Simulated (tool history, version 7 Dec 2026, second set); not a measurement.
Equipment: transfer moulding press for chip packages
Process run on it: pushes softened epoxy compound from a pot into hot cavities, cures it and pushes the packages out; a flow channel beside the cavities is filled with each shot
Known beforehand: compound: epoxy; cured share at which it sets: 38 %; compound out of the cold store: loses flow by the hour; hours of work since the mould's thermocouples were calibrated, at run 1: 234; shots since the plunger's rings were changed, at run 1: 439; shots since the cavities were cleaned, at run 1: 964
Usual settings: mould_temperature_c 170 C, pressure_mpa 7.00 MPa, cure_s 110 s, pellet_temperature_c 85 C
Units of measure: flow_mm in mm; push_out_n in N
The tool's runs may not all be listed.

run	hour	mould_temperature_c	pressure_mpa	cure_s	pellet_temperature_c	hours of work since the mould's thermocouples were calibrated	shots since the plunger's rings were changed	shots since the cavities were cleaned	incoming compound's hours out of the cold store	flow_mm	push_out_n
1	0.0	170	7.00	110	85	234	439	964	19.0	738	768
# hour 16.2: cavities cleaned with cleaning compound and waxed
2	43.0	170	7.00	110	85	251	727	187	37.6	659	519
3	94.3	170	6.07	110	85	273	1083	543	44.2	589	631
4	123.8	170	6.07	110	85	285	1287	747	34.7	621	695
# hour 170.4: cavities cleaned with cleaning compound and waxed
5	176.5	163	7.00	110	85	307	1643	43	28.5	699	623
6	203.5	170	7.00	110	85	318	1830	230	27.0	694	532
7	258.0	170	7.00	110	85	341	2208	608	25.6	699	676
8	307.9	170	7.00	110	85	362	2554	954	9.4	772	747
# hour 325.4: cavities cleaned with cleaning compound and waxed
9	351.4	170	7.00	110	85	380	2846	181	31.5	672	532
10	403.1	170	7.00	110	85	402	3204	539	47.5	602	621
11	457.0	170	7.00	110	85	425	3578	913	20.9	712	718
# hour 481.8: cavities cleaned with cleaning compound and waxed
12	500.0	170	7.00	110	84	442	3866	126	18.5	721	525
13	523.1	170	7.00	110	84	452	4026	286	37.2	644	574
14	563.4	170	7.00	110	84	469	4306	566	15.7	724	692
15	609.5	170	7.00	110	84	488	4626	886	43.5	616	729
16	631.8	176	7.00	110	85	498	4780	1040	47.0	601	680
# hour 637.8: cavities cleaned with cleaning compound and waxed
17	685.1	176	5.22	110	76	520	5140	328	47.2	514	523
# hour 737.2: plunger's sealing rings changed
18	737.2	167	7.04	94	84	541	0	672	40.6	658	994
19	779.1	168	7.00	110	85	558	290	962	26.2	709	799
# hour 795.9: cavities cleaned with cleaning compound and waxed
20	804.3	165	5.39	110	85	568	455	58	28.9	619	563
21	834.2	165	5.39	99	85	581	662	265	11.7	687	969
22	876.2	174	7.00	110	85	599	954	557	40.9	638	607
23	919.4	170	7.80	110	91	617	1254	857	37.5	694	706
24	942.4	170	7.37	110	79	627	1413	1016	20.0	746	812
# hour 953.0: cavities cleaned with cleaning compound and waxed
25	973.3	170	7.37	110	79	639	1617	141	27.2	713	510
26	1019.3	178	5.60	110	85	658	1936	460	34.3	582	561
27	1061.7	178	5.60	110	93	676	2231	755	14.6	656	630
28	1090.8	178	5.60	146	84	689	2432	956	37.5	578	663

Predict each of these 4 candidate next runs independently; none follows another, all start after run 28:
# hour 1107.8: cavities cleaned with cleaning compound and waxed
A	1139.2	178	5.32	146	86	708	2758	218	12.4	?	?
# hour 1107.8: cavities cleaned with cleaning compound and waxed
B	1139.2	177	5.93	135	84	708	2758	218	43.3	?	?
# hour 1107.8: cavities cleaned with cleaning compound and waxed
C	1139.2	170	6.24	110	85	708	2758	218	46.8	?	?
# hour 1107.8: cavities cleaned with cleaning compound and waxed
D	1139.2	176	6.40	110	85	708	2758	218	11.8	?	?

run	flow_mm	push_out_n
A	647	487
B	572	461
C	579	524
D	714	513
Without the tool's hidden state the same runs would have given:
run	flow_mm	push_out_n
A	660	376
B	584	355
C	591	395
D	729	391
